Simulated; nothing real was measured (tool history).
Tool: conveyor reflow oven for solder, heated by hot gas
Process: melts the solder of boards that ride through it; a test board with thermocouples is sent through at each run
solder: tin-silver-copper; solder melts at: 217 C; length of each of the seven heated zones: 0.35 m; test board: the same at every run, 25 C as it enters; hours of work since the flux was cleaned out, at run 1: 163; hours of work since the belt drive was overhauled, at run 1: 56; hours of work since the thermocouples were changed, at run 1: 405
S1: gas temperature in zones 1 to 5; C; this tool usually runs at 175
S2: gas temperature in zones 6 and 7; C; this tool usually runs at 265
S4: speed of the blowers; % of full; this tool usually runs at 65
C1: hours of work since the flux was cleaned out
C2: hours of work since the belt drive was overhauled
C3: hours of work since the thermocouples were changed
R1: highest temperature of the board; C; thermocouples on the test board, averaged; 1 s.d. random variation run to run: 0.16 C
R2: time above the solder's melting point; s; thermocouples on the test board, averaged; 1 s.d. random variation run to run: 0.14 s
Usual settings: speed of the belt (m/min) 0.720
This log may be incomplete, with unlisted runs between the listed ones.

run 1 day=0.000 | S1=175 S2=265 speed_of_the_belt_(m/min)=0.720 S4=65 | C1=163 C2=56 C3=405 | R1=251.7 R2=43.8
run 2 day=1.100 | S1=175 S2=265 speed_of_the_belt_(m/min)=0.720 S4=69 | C1=180 C2=72 C3=422 | R1=251.8 R2=44.2
run 3 day=1.875 | S1=175 S2=265 speed_of_the_belt_(m/min)=0.720 S4=69 | C1=191 C2=83 C3=433 | R1=252.1 R2=44.2
run 4 day=2.712 | S1=175 S2=265 speed_of_the_belt_(m/min)=0.720 S4=65 | C1=203 C2=96 C3=446 | R1=251.7 R2=43.7
run 5 day=3.475 | S1=175 S2=265 speed_of_the_belt_(m/min)=0.720 S4=86 | C1=215 C2=107 C3=457 | R1=254.2 R2=45.8
run 6 day=4.333 | S1=175 S2=265 speed_of_the_belt_(m/min)=0.720 S4=86 | C1=227 C2=120 C3=469 | R1=254.3 R2=45.8
run 7 day=5.475 | S1=175 S2=275 speed_of_the_belt_(m/min)=0.720 S4=65 | C1=244 C2=137 C3=486 | R1=260.1 R2=47.9
run 8 day=6.725 | S1=175 S2=265 speed_of_the_belt_(m/min)=0.720 S4=77 | C1=263 C2=155 C3=505 | R1=253.2 R2=44.9
run 9 day=7.662 | S1=175 S2=265 speed_of_the_belt_(m/min)=0.720 S4=77 | C1=277 C2=169 C3=519 | R1=253.4 R2=45.2
run 10 day=8.650 | S1=186 S2=265 speed_of_the_belt_(m/min)=0.720 S4=65 | C1=291 C2=184 C3=533 | R1=253.0 R2=47.9
run 11 day=9.750 | S1=175 S2=265 speed_of_the_belt_(m/min)=0.720 S4=76 | C1=307 C2=200 C3=550 | R1=253.1 R2=45.0
run 12 day=10.538 | S1=175 S2=263 speed_of_the_belt_(m/min)=0.720 S4=65 | C1=319 C2=211 C3=561 | R1=249.7 R2=42.6
run 13 day=11.092 | S1=175 S2=263 speed_of_the_belt_(m/min)=0.720 S4=65 | C1=327 C2=220 C3=569 | R1=249.3 R2=42.6
run 14 day=11.883 | S1=175 S2=265 speed_of_the_belt_(m/min)=0.720 S4=65 | C1=339 C2=231 C3=581 | R1=251.3 R2=43.6
run 15 day=12.567 | S1=175 S2=265 speed_of_the_belt_(m/min)=0.720 S4=65 | C1=349 C2=241 C3=591 | R1=251.3 R2=43.4
run 16 day=13.250 | S1=188 S2=272 speed_of_the_belt_(m/min)=0.720 S4=52 | C1=359 C2=252 C3=601 | R1=257.5 R2=50.3
run 17 day=13.992 | S1=175 S2=265 speed_of_the_belt_(m/min)=0.720 S4=55 | C1=370 C2=263 C3=612 | R1=249.5 R2=42.1
run 18 day=14.858 | S1=175 S2=280 speed_of_the_belt_(m/min)=0.587 S4=65 | C1=383 C2=275 C3=625 | R1=270.7 R2=64.3

Expected results for the next run?
run 19 day=16.221 | S1=175 S2=254 speed_of_the_belt_(m/min)=0.587 S4=87 | C1=403 C2=295 C3=645 | R1=? R2=?

Run 19 yielded R1 249.1 C, R2 54.7 s.
With no hidden state in the tool, this same run would have given R1 248.6 C, R2 54.7 s.

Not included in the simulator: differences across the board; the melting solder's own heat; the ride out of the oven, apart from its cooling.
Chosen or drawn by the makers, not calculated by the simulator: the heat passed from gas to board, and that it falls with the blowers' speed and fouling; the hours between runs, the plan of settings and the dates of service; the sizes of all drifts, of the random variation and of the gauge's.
